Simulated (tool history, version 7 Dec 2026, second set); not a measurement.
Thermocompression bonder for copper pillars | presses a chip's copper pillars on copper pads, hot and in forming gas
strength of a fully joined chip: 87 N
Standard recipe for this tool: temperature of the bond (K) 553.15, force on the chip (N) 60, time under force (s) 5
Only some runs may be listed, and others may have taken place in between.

run   hour  temperature of the bond (K)  force on the chip (N)  time under force (s)  force that shears a chip off (N)
  1      0                       553.15                     60                     5                              38.8
  2   11.4                       553.15                     60                     5                                38
  3   35.4                       547.15                     60                     5                              35.7
  4   58.2                       537.15                     60                     5                              31.8
  5   83.7                       537.15                     60                     5                              31.5
      87.6  -- force cell calibrated
      90.5  -- forming gas filter changed
  6  107.8                       537.15                     60                     5                              34.2
  7  129.3                       553.15                     60                     5                              40.2
  8  155.1                       553.15                     60                    10                              50.6
  9  172.1                       527.15                     60                    10                                39
     193.3  -- force cell calibrated, once more
 10  193.7                       527.15                     60                    10                                40
 11  207.2                       527.15                     60                    10                              39.9
 12  232.9                       527.15                     69                    10                              43.7
 13  249.6                       527.15                     69                    10                              43.6
 14  274.8                       527.15                     69                    10                              43.3
 15  292.2                       548.15                     69                     8                                50
 16  309.6                       543.15                     72                    13                              55.9
 17  324.2                       577.15                     73                    13                              70.1
 18  340.1                       577.15                     73                    13                              70.2

What if the next run were any one of these 3? Each begins from the tool's condition after run 18:
  A  365.6                       524.15                     73                     6                                 ?
  B  365.6                       554.15                     60                     4                                 ?
  C  365.6                       577.15                     73                     3                                 ?

run  force that shears a chip off (N)
  A                              35.7
  B                              37.7
  C                              48.2
The same runs, with their run-to-run variation unchanged, on a tool lacking any hidden condition would have given:
run  force that shears a chip off (N)
  A                                36
  B                              38.1
  C                                49
